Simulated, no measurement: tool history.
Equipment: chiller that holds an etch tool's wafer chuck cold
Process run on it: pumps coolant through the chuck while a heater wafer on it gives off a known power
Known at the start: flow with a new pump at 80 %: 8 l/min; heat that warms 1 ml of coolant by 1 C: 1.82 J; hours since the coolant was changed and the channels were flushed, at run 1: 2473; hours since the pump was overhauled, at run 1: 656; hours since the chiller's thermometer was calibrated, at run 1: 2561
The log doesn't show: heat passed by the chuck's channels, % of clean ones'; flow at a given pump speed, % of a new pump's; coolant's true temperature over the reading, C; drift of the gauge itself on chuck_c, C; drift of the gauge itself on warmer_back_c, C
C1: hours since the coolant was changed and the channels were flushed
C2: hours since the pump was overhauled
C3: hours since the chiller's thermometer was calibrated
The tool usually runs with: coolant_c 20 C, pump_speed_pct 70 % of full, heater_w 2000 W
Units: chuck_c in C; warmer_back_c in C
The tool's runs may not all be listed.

{"run": 1, "day": 0.0, "coolant_c": 20, "pump_speed_pct": 70, "heater_w": 2000, "C1": 2473, "C2": 656, "C3": 2561, "chuck_c": 39.1, "warmer_back_c": 9.51}
{"run": 2, "day": 1.025, "coolant_c": 20, "pump_speed_pct": 70, "heater_w": 2000, "C1": 2498, "C2": 680, "C3": 2585, "chuck_c": 39.2, "warmer_back_c": 9.57}
{"run": 3, "day": 3.246, "coolant_c": 20, "pump_speed_pct": 70, "heater_w": 2000, "C1": 2551, "C2": 734, "C3": 2639, "chuck_c": 39.2, "warmer_back_c": 9.55}
{"run": 4, "day": 5.604, "coolant_c": 20, "pump_speed_pct": 70, "heater_w": 2000, "C1": 2608, "C2": 790, "C3": 2695, "chuck_c": 39.2, "warmer_back_c": 9.64}
{"run": 5, "day": 6.683, "coolant_c": 20, "pump_speed_pct": 70, "heater_w": 2000, "C1": 2634, "C2": 816, "C3": 2721, "chuck_c": 39.1, "warmer_back_c": 9.57}
{"run": 6, "day": 8.221, "coolant_c": 20, "pump_speed_pct": 70, "heater_w": 2000, "C1": 2671, "C2": 853, "C3": 2758, "chuck_c": 39.1, "warmer_back_c": 9.62}
{"run": 7, "day": 9.708, "coolant_c": 20, "pump_speed_pct": 70, "heater_w": 2000, "C1": 2706, "C2": 889, "C3": 2794, "chuck_c": 39.2, "warmer_back_c": 9.56}
{"run": 8, "day": 11.462, "coolant_c": 14, "pump_speed_pct": 70, "heater_w": 2000, "C1": 2748, "C2": 931, "C3": 2836, "chuck_c": 33.1, "warmer_back_c": 9.56}
{"run": 9, "day": 13.242, "coolant_c": 14, "pump_speed_pct": 70, "heater_w": 2000, "C1": 2791, "C2": 973, "C3": 2879, "chuck_c": 33.1, "warmer_back_c": 9.6}
{"run": 10, "day": 14.767, "coolant_c": 20, "pump_speed_pct": 70, "heater_w": 2000, "C1": 2828, "C2": 1010, "C3": 2915, "chuck_c": 39.4, "warmer_back_c": 9.54}
{"run": 11, "day": 17.046, "coolant_c": 20, "pump_speed_pct": 70, "heater_w": 2000, "C1": 2882, "C2": 1065, "C3": 2970, "chuck_c": 39, "warmer_back_c": 9.61}
{"run": 12, "day": 18.446, "coolant_c": 20, "pump_speed_pct": 70, "heater_w": 2054, "C1": 2916, "C2": 1098, "C3": 3004, "chuck_c": 39.7, "warmer_back_c": 9.83}
{"run": 13, "day": 19.675, "coolant_c": 13, "pump_speed_pct": 70, "heater_w": 2000, "C1": 2946, "C2": 1128, "C3": 3033, "chuck_c": 32.3, "warmer_back_c": 9.64}
{"run": 14, "day": 21.092, "coolant_c": 13, "pump_speed_pct": 70, "heater_w": 2000, "C1": 2979, "C2": 1162, "C3": 3067, "chuck_c": 32.2, "warmer_back_c": 9.51}
{"run": 15, "day": 22.933, "coolant_c": 26, "pump_speed_pct": 70, "heater_w": 2000, "C1": 3024, "C2": 1206, "C3": 3111, "chuck_c": 45, "warmer_back_c": 9.63}
{"run": 16, "day": 24.558, "coolant_c": 26, "pump_speed_pct": 70, "heater_w": 2000, "C1": 3063, "C2": 1245, "C3": 3150, "chuck_c": 45.1, "warmer_back_c": 9.58}
{"run": 17, "day": 25.646, "coolant_c": 26, "pump_speed_pct": 70, "heater_w": 2000, "C1": 3089, "C2": 1271, "C3": 3176, "chuck_c": 45, "warmer_back_c": 9.56}
{"run": 18, "day": 27.238, "coolant_c": 13, "pump_speed_pct": 88, "heater_w": 2000, "C1": 3127, "C2": 1309, "C3": 3215, "chuck_c": 28.3, "warmer_back_c": 7.38}
{"run": 19, "day": 29.408, "coolant_c": 13, "pump_speed_pct": 88, "heater_w": 2000, "C1": 3179, "C2": 1362, "C3": 3267, "chuck_c": 28.4, "warmer_back_c": 7.33}
{"run": 20, "day": 30.8, "coolant_c": 15, "pump_speed_pct": 70, "heater_w": 2065, "C1": 3212, "C2": 1395, "C3": 3300, "chuck_c": 34.9, "warmer_back_c": 9.81}
{"run": 21, "day": 32.062, "coolant_c": 15, "pump_speed_pct": 70, "heater_w": 2065, "C1": 3243, "C2": 1425, "C3": 3330, "chuck_c": 34.6, "warmer_back_c": 9.87}
{"run": 22, "day": 34.246, "coolant_c": 15, "pump_speed_pct": 72, "heater_w": 2338, "C1": 3295, "C2": 1478, "C3": 3383, "chuck_c": 36.9, "warmer_back_c": 10.89}
{"run": 23, "day": 35.417, "coolant_c": 14, "pump_speed_pct": 72, "heater_w": 2997, "C1": 3323, "C2": 1506, "C3": 3411, "chuck_c": 41.9, "warmer_back_c": 13.97}
{"run": 24, "day": 36.562, "coolant_c": 21, "pump_speed_pct": 62, "heater_w": 1061, "C1": 3351, "C2": 1533, "C3": 3438, "chuck_c": 32.4, "warmer_back_c": 5.88}
{"run": 25, "day": 38.1, "coolant_c": 12, "pump_speed_pct": 70, "heater_w": 1482, "C1": 3388, "C2": 1570, "C3": 3475, "chuck_c": 26.2, "warmer_back_c": 7.13}
{"run": 26, "day": 39.175, "coolant_c": 18, "pump_speed_pct": 70, "heater_w": 1425, "C1": 3413, "C2": 1596, "C3": 3501, "chuck_c": 31.7, "warmer_back_c": 6.89}
{"run": 27, "day": 40.633, "coolant_c": 21, "pump_speed_pct": 90, "heater_w": 2000, "C1": 3448, "C2": 1631, "C3": 3536, "chuck_c": 35.7, "warmer_back_c": 7.25}
{"run": 28, "day": 42.588, "coolant_c": 21, "pump_speed_pct": 90, "heater_w": 2000, "C1": 3495, "C2": 1678, "C3": 3583, "chuck_c": 36, "warmer_back_c": 7.15}
{"run": 29, "day": 44.529, "coolant_c": 19, "pump_speed_pct": 70, "heater_w": 1338, "C1": 3542, "C2": 1724, "C3": 3630, "chuck_c": 31.8, "warmer_back_c": 6.43}
{"run": 30, "day": 46.808, "coolant_c": 27, "pump_speed_pct": 70, "heater_w": 1338, "C1": 3597, "C2": 1779, "C3": 3684, "chuck_c": 40, "warmer_back_c": 6.4}
{"run": 31, "day": 48.454, "coolant_c": 20, "pump_speed_pct": 70, "heater_w": 1110, "C1": 3636, "C2": 1819, "C3": 3724, "chuck_c": 30.7, "warmer_back_c": 5.34}

What if the next run were any one of these 5? Each begins from the tool's condition after run 31:
{"run": "A", "day": 49.538, "coolant_c": 28, "pump_speed_pct": 87, "heater_w": 1851, "C1": 3662, "C2": 1845, "C3": 3750, "chuck_c": "?", "warmer_back_c": "?"}
{"run": "B", "day": 49.538, "coolant_c": 20, "pump_speed_pct": 95, "heater_w": 1741, "C1": 3662, "C2": 1845, "C3": 3750, "chuck_c": "?", "warmer_back_c": "?"}
{"run": "C", "day": 49.538, "coolant_c": 20, "pump_speed_pct": 62, "heater_w": 2000, "C1": 3662, "C2": 1845, "C3": 3750, "chuck_c": "?", "warmer_back_c": "?"}
{"run": "D", "day": 49.538, "coolant_c": 20, "pump_speed_pct": 74, "heater_w": 1009, "C1": 3662, "C2": 1845, "C3": 3750, "chuck_c": "?", "warmer_back_c": "?"}
{"run": "E", "day": 49.538, "coolant_c": 21, "pump_speed_pct": 91, "heater_w": 2106, "C1": 3662, "C2": 1845, "C3": 3750, "chuck_c": "?", "warmer_back_c": "?"}

run=A chuck_c=42.3 warmer_back_c=6.87
run=B chuck_c=32.5 warmer_back_c=5.9
run=C chuck_c=41.5 warmer_back_c=11.04
run=D chuck_c=29.1 warmer_back_c=4.52
run=E chuck_c=36.6 warmer_back_c=7.46
Without the tool's unlogged condition, the same runs would have read:
run=A chuck_c=42.3 warmer_back_c=6.86
run=B chuck_c=32.4 warmer_back_c=5.89
run=C chuck_c=41.4 warmer_back_c=11.03
run=D chuck_c=29 warmer_back_c=4.52
run=E chuck_c=36.6 warmer_back_c=7.46
